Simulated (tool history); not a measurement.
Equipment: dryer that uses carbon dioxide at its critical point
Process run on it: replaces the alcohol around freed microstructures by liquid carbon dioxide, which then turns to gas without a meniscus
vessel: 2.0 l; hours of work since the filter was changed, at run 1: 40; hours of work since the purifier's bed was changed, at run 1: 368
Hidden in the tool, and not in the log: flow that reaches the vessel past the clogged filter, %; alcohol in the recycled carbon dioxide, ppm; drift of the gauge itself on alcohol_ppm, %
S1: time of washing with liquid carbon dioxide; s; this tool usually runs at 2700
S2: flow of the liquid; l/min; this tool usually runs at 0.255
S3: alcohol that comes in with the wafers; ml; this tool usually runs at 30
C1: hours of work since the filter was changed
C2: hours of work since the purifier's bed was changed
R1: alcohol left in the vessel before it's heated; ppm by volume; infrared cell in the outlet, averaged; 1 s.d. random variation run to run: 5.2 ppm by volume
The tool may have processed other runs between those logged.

| run | hour | S1 | S2 | S3 | C1 | C2 | R1 |
|---|---|---|---|---|---|---|---|
| 1 | 0 | 2700 | 0.255 | 30 | 40 | 368 | 192 |
| 2 | 19.2 | 2700 | 0.255 | 30 | 46 | 374 | 181 |
| 3 | 41.5 | 2700 | 0.255 | 30 | 53 | 381 | 191 |
| 4 | 62.7 | 2700 | 0.251 | 30 | 60 | 388 | 196 |
| 5 | 90 | 2700 | 0.251 | 30 | 69 | 396 | 210 |
| 6 | 118 | 2700 | 0.251 | 30 | 78 | 405 | 203 |
| 7 | 148.2 | 2700 | 0.255 | 30 | 87 | 415 | 197 |
| 8 | 170.4 | 2700 | 0.255 | 30 | 94 | 422 | 198 |
| 9 | 185.6 | 2700 | 0.255 | 30 | 99 | 427 | 207 |
| 10 | 201.2 | 2700 | 0.255 | 30 | 104 | 432 | 216 |
| 11 | 217.1 | 2700 | 0.255 | 30 | 109 | 437 | 208 |
| 12 | 237.3 | 2700 | 0.255 | 30 | 115 | 443 | 215 |
| 13 | 258.2 | 2700 | 0.255 | 30 | 122 | 450 | 203 |
| 14 | 274.6 | 2700 | 0.255 | 30 | 127 | 455 | 220 |
| 15 | 303.7 | 2700 | 0.236 | 30 | 136 | 464 | 265 |
| 16 | 318.3 | 2520 | 0.255 | 30 | 141 | 469 | 262 |
| 17 | 339.7 | 2520 | 0.255 | 30 | 148 | 476 | 271 |
| 18 | 362.5 | 2700 | 0.255 | 30 | 155 | 483 | 222 |
| 19 | 380.2 | 3240 | 0.255 | 30 | 161 | 489 | 166 |
| 20 | 400.4 | 3240 | 0.255 | 30 | 167 | 495 | 155 |
| 21 | 417.7 | 2700 | 0.178 | 97 | 173 | 500 | 1602 |
| 22 | 449.2 | 3060 | 0.377 | 117 | 183 | 510 | 146 |
| 23 | 468.4 | 2700 | 0.255 | 21 | 189 | 517 | 206 |
| 24 | 490.7 | 2280 | 0.213 | 78 | 196 | 524 | 1292 |
| 25 | 510.1 | 1860 | 0.188 | 30 | 202 | 530 | 1313 |
| 26 | 540.3 | 1860 | 0.188 | 30 | 212 | 539 | 1343 |
| 27 | 555 | 1680 | 0.261 | 71 | 216 | 544 | 1771 |
| 28 | 586.6 | 2700 | 0.385 | 44 | 226 | 554 | 159 |
| 29 | 611 | 2700 | 0.385 | 73 | 234 | 562 | 174 |
|  | 615 | inlet filter changed |
| 30 | 644.6 | 2700 | 0.304 | 73 | 9 | 572 | 218 |
| 31 | 658.7 | 2940 | 0.38 | 73 | 14 | 577 | 152 |
| 32 | 690.5 | 2700 | 0.218 | 101 | 24 | 587 | 737 |
| 33 | 713 | 1620 | 0.255 | 30 | 31 | 594 | 847 |
| 34 | 737.1 | 1620 | 0.255 | 30 | 39 | 602 | 850 |
| 35 | 757.9 | 1620 | 0.255 | 30 | 45 | 608 | 854 |
| 36 | 774.5 | 2340 | 0.262 | 63 | 51 | 613 | 499 |
| 37 | 804.7 | 3120 | 0.409 | 92 | 60 | 623 | 152 |
| 38 | 819.1 | 3120 | 0.409 | 92 | 65 | 628 | 174 |
| 39 | 845.1 | 4020 | 0.257 | 92 | 73 | 636 | 185 |
| 40 | 861.9 | 4020 | 0.211 | 31 | 78 | 641 | 190 |

Consider 4 possible next runs. They are alternatives, not a sequence: every one starts from the tool as it was left by run 40. What does each give?
| A | 891 | 2820 | 0.431 | 69 | 88 | 650 | ? |
| B | 891 | 4080 | 0.255 | 26 | 88 | 650 | ? |
| C | 891 | 2760 | 0.255 | 30 | 88 | 650 | ? |
| D | 891 | 3780 | 0.33 | 30 | 88 | 650 | ? |

| run | R1 |
|---|---|
| A | 173 |
| B | 176 |
| C | 239 |
| D | 171 |
With no hidden state in the tool, these same runs would have given:
| run | R1 |
|---|---|
| A | 13 |
| B | 19 |
| C | 71 |
| D | 12 |
